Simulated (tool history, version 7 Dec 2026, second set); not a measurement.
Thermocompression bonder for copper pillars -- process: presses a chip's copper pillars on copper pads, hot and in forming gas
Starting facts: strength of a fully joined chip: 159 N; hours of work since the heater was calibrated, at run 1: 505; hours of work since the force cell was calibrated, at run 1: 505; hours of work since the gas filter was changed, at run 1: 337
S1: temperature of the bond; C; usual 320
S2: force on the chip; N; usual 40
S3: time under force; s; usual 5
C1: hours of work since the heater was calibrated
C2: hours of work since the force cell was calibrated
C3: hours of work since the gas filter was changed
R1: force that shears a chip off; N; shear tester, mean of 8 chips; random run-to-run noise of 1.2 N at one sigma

Run 1, hour 0.0: usual settings; C1 505; C2 505; C3 337. Result: R1 109.3 N.
Run 2, hour 81.7: usual settings; C1 557; C2 557; C3 388. Result: R1 108.7 N.
At hour 92.1: forming gas filter changed.
Run 3, hour 160.6: usual settings; C1 606; C2 606; C3 43. Result: R1 108.9 N.
Run 4, hour 240.8: usual settings but S1 319 C; C1 657; C2 657; C3 94. Result: R1 108.9 N.
Run 5, hour 299.0: usual settings but S1 319 C; C1 693; C2 693; C3 130. Result: R1 108.7 N.
Run 6, hour 333.9: usual settings but S2 59 N; C1 715; C2 715; C3 152. Result: R1 135.2 N.
Run 7, hour 386.4: usual settings but S2 59 N; C1 748; C2 748; C3 186. Result: R1 135.0 N.
Run 8, hour 452.4: usual settings but S2 59 N; C1 790; C2 790; C3 227. Result: R1 133.4 N.
Run 9, hour 488.1: usual settings but S2 24 N; C1 812; C2 812; C3 250. Result: R1 73.4 N.
Run 10, hour 568.1: usual settings but S1 334 C; C1 863; C2 863; C3 300. Result: R1 116.2 N.
Run 11, hour 632.0: usual settings but S1 334 C; C1 903; C2 903; C3 340. Result: R1 118.1 N.
Run 12, hour 711.1: usual settings; C1 953; C2 953; C3 390. Result: R1 106.8 N.
At hour 719.3: forming gas filter changed.
Run 13, hour 789.5: usual settings but S2 47 N; C1 1002; C2 1002; C3 44. Result: R1 120.2 N.
Run 14, hour 854.2: usual settings but S2 46 N; C1 1043; C2 1043; C3 85. Result: R1 116.6 N.
Run 15, hour 912.5: usual settings but S1 305 C; C1 1080; C2 1080; C3 122. Result: R1 99.4 N.
Run 16, hour 979.6: usual settings but S1 305 C; C1 1122; C2 1122; C3 164. Result: R1 98.3 N.
Run 17, hour 1023.4: usual settings but S1 305 C, S2 38 N; C1 1150; C2 1150; C3 192. Result: R1 95.7 N.
Run 18, hour 1074.0: usual settings but S1 305 C, S2 38 N; C1 1181; C2 1181; C3 224. Result: R1 92.2 N.
Run 19, hour 1116.1: usual settings but S1 305 C, S2 38 N; C1 1208; C2 1208; C3 250. Result: R1 95.2 N.
Run 20, hour 1160.6: usual settings but S1 305 C, S2 38 N; C1 1236; C2 1236; C3 278. Result: R1 95.7 N.
Run 21, hour 1238.5: usual settings but S1 305 C, S2 38 N; C1 1285; C2 1285; C3 327. Result: R1 97.1 N.
Run 22, hour 1312.2: usual settings but S1 305 C, S2 38 N; C1 1332; C2 1332; C3 374. Result: R1 95.0 N.
At hour 1347.0: forming gas filter changed.
Run 23, hour 1366.5: usual settings but S1 311 C, S2 48 N; C1 1365; C2 1365; C3 12. Result: R1 115.5 N.
Run 24, hour 1408.0: usual settings but S1 301 C, S2 41 N, S3 3 s; C1 1392; C2 1392; C3 38. Result: R1 83.8 N.
Run 25, hour 1471.2: usual settings but S1 301 C, S2 41 N, S3 3 s; C1 1431; C2 1431; C3 78. Result: R1 83.1 N.
At hour 1502.7: force cell calibrated.
At hour 1508.2: heater calibrated with a thermocouple chip.
Run 26, hour 1542.2: usual settings but S3 8 s; C1 21; C2 24; C3 121. Result: R1 123.7 N.
Run 27, hour 1623.6: usual settings but S1 345 C, S2 58 N, S3 3 s; C1 73; C2 75; C3 172. Result: R1 132.2 N.
Run 28, hour 1690.7: usual settings but S1 307 C, S2 35 N, S3 4 s; C1 115; C2 117; C3 214. Result: R1 85.7 N.
Run 29, hour 1727.8: usual settings but S1 307 C, S2 35 N, S3 4 s; C1 138; C2 141; C3 238. Result: R1 85.1 N.
Run 30, hour 1783.4: usual settings but S1 318 C, S3 4 s; C1 173; C2 176; C3 273. Result: R1 102.0 N.
Run 31, hour 1817.3: usual settings but S1 332 C, S3 7 s; C1 195; C2 197; C3 294. Result: R1 125.4 N.
Run 32, hour 1852.4: usual settings but S1 344 C, S2 30 N, S3 10 s; C1 217; C2 219; C3 316. Result: R1 126.3 N.
Run 33, hour 1888.9: usual settings but S2 28 N, S3 4 s; C1 240; C2 242; C3 339. Result: R1 77.8 N.
Run 34, hour 1923.6: usual settings but S1 343 C, S2 41 N, S3 4 s; C1 262; C2 264; C3 361. Result: R1 118.6 N.
Run 35, hour 1967.6: usual settings but S1 303 C, S2 37 N, S3 3 s; C1 290; C2 292; C3 389. Result: R1 78.6 N.
At hour 1974.0: forming gas filter changed.
Run 36, hour 2043.3: usual settings but S1 317 C, S2 26 N; C1 337; C2 339; C3 44. Result: R1 78.4 N.
Run 37, hour 2098.2: usual settings but S1 317 C, S2 26 N; C1 372; C2 374; C3 78. Result: R1 76.0 N.
Run 38, hour 2148.1: usual settings but S1 311 C, S3 6 s; C1 403; C2 405; C3 110. Result: R1 109.6 N.
Run 39, hour 2187.2: usual settings but S1 324 C, S2 42 N, S3 6 s; C1 428; C2 430; C3 134. Result: R1 121.5 N.

4 options for the next run, each taken on its own from the tool as it stands now. Forecast them:
Run A, hour 2265.3: usual settings but S1 350 C, S2 53 N, S3 3 s; C1 477; C2 479; C3 184. Result: R1 ?.
Run B, hour 2265.3: usual settings but S1 291 C, S2 54 N; C1 477; C2 479; C3 184. Result: R1 ?.
Run C, hour 2265.3: usual settings but S2 55 N, S3 3 s; C1 477; C2 479; C3 184. Result: R1 ?.
Run D, hour 2265.3: usual settings but S1 318 C, S2 34 N, S3 4 s; C1 477; C2 479; C3 184. Result: R1 ?.

run     R1
  A  131.5
  B  110.6
  C  117.9
  D   90.0
With the hidden condition removed and each run's random variation left untouched, the same runs would have given:
run     R1
  A  131.9
  B  111.0
  C  118.3
  D   90.4
